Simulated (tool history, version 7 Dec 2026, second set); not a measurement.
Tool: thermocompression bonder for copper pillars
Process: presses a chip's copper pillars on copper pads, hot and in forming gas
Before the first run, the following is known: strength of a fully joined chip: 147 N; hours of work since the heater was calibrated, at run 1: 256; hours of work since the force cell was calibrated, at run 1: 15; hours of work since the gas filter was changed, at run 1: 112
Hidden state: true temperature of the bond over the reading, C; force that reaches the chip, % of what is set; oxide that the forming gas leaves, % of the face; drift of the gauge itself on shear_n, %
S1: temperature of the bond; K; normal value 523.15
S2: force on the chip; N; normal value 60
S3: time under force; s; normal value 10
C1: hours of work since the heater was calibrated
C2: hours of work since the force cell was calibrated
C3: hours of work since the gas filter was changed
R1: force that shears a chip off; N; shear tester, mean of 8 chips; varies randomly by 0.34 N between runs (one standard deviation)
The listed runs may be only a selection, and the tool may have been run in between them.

run 1 hour=0.0 | S1=523.15 S2=60 S3=10 | C1=256 C2=15 C3=112 | R1=52.4
run 2 hour=11.2 | S1=523.15 S2=39 S3=10 | C1=262 C2=20 C3=117 | R1=31.5
run 3 hour=27.5 | S1=523.15 S2=60 S3=10 | C1=269 C2=28 C3=125 | R1=51.5
-- hour=29.4 forming gas filter changed
run 4 hour=35.8 | S1=523.15 S2=60 S3=10 | C1=273 C2=32 C3=3 | R1=55.4
run 5 hour=49.9 | S1=523.15 S2=60 S3=10 | C1=280 C2=39 C3=10 | R1=54.9
run 6 hour=61.4 | S1=523.15 S2=60 S3=10 | C1=285 C2=44 C3=15 | R1=55.0
run 7 hour=73.5 | S1=523.15 S2=60 S3=10 | C1=291 C2=50 C3=21 | R1=54.3
run 8 hour=82.5 | S1=523.15 S2=60 S3=10 | C1=295 C2=54 C3=25 | R1=54.9
run 9 hour=101.3 | S1=523.15 S2=60 S3=10 | C1=304 C2=63 C3=34 | R1=54.2
run 10 hour=119.4 | S1=523.15 S2=50 S3=10 | C1=313 C2=72 C3=43 | R1=43.8
run 11 hour=128.0 | S1=523.15 S2=50 S3=10 | C1=317 C2=76 C3=47 | R1=43.7
run 12 hour=142.2 | S1=523.15 S2=50 S3=10 | C1=324 C2=83 C3=54 | R1=43.6
run 13 hour=150.1 | S1=523.15 S2=50 S3=10 | C1=328 C2=86 C3=57 | R1=43.3
-- hour=152.9 force cell calibrated
run 14 hour=168.3 | S1=523.15 S2=50 S3=10 | C1=336 C2=7 C3=65 | R1=43.1
run 15 hour=180.3 | S1=523.15 S2=50 S3=10 | C1=341 C2=13 C3=71 | R1=43.1
run 16 hour=193.3 | S1=523.15 S2=58 S3=10 | C1=347 C2=19 C3=77 | R1=50.6
-- hour=207.9 force cell calibrated, once more
run 17 hour=213.5 | S1=523.15 S2=58 S3=10 | C1=356 C2=3 C3=86 | R1=50.4
run 18 hour=225.2 | S1=543.15 S2=58 S3=10 | C1=362 C2=8 C3=92 | R1=66.0
run 19 hour=233.2 | S1=543.15 S2=58 S3=10 | C1=366 C2=12 C3=96 | R1=64.5
run 20 hour=245.9 | S1=543.15 S2=60 S3=7 | C1=372 C2=18 C3=102 | R1=59.6
run 21 hour=254.8 | S1=543.15 S2=60 S3=7 | C1=376 C2=22 C3=106 | R1=59.6
run 22 hour=270.4 | S1=500.15 S2=75 S3=5 | C1=383 C2=30 C3=113 | R1=33.8
run 23 hour=279.1 | S1=518.15 S2=67 S3=27 | C1=388 C2=34 C3=118 | R1=76.1
run 24 hour=290.6 | S1=518.15 S2=47 S3=27 | C1=393 C2=39 C3=123 | R1=53.7
-- hour=297.8 forming gas filter changed
run 25 hour=307.6 | S1=518.15 S2=47 S3=27 | C1=401 C2=47 C3=5 | R1=56.9
run 26 hour=324.0 | S1=508.15 S2=60 S3=5 | C1=409 C2=55 C3=12 | R1=31.7
run 27 hour=340.7 | S1=495.15 S2=60 S3=10 | C1=417 C2=63 C3=20 | R1=33.9
run 28 hour=348.5 | S1=523.15 S2=54 S3=11 | C1=420 C2=67 C3=24 | R1=49.6
run 29 hour=362.0 | S1=523.15 S2=62 S3=8 | C1=427 C2=73 C3=31 | R1=50.6
run 30 hour=374.3 | S1=534.15 S2=62 S3=15 | C1=433 C2=79 C3=36 | R1=74.3
run 31 hour=386.7 | S1=546.15 S2=60 S3=10 | C1=439 C2=85 C3=42 | R1=71.8

Subtracting, for every run, the result it would have given without the tool's unlogged condition from the measured result gives the following. The same run-to-run variation enters both numbers; the gauge's scatter may not:
run=1 R1=-4.6
run=2 R1=-3.1
run=3 R1=-5.1
run=4 R1=-1.5
run=5 R1=-1.8
run=6 R1=-2.0
run=7 R1=-2.2
run=8 R1=-2.3
run=9 R1=-2.7
run=10 R1=-2.5
run=11 R1=-2.6
run=12 R1=-2.9
run=13 R1=-3.0
run=14 R1=-3.1
run=15 R1=-3.2
run=16 R1=-4.0
run=17 R1=-4.5
run=18 R1=-5.6
run=19 R1=-5.7
run=20 R1=-5.6
run=21 R1=-5.8
run=22 R1=-4.1
run=23 R1=-8.0
run=24 R1=-6.2
run=25 R1=-2.8
run=26 R1=-2.0
run=27 R1=-2.5
run=28 R1=-3.2
run=29 R1=-3.5
run=30 R1=-4.6
run=31 R1=-4.7
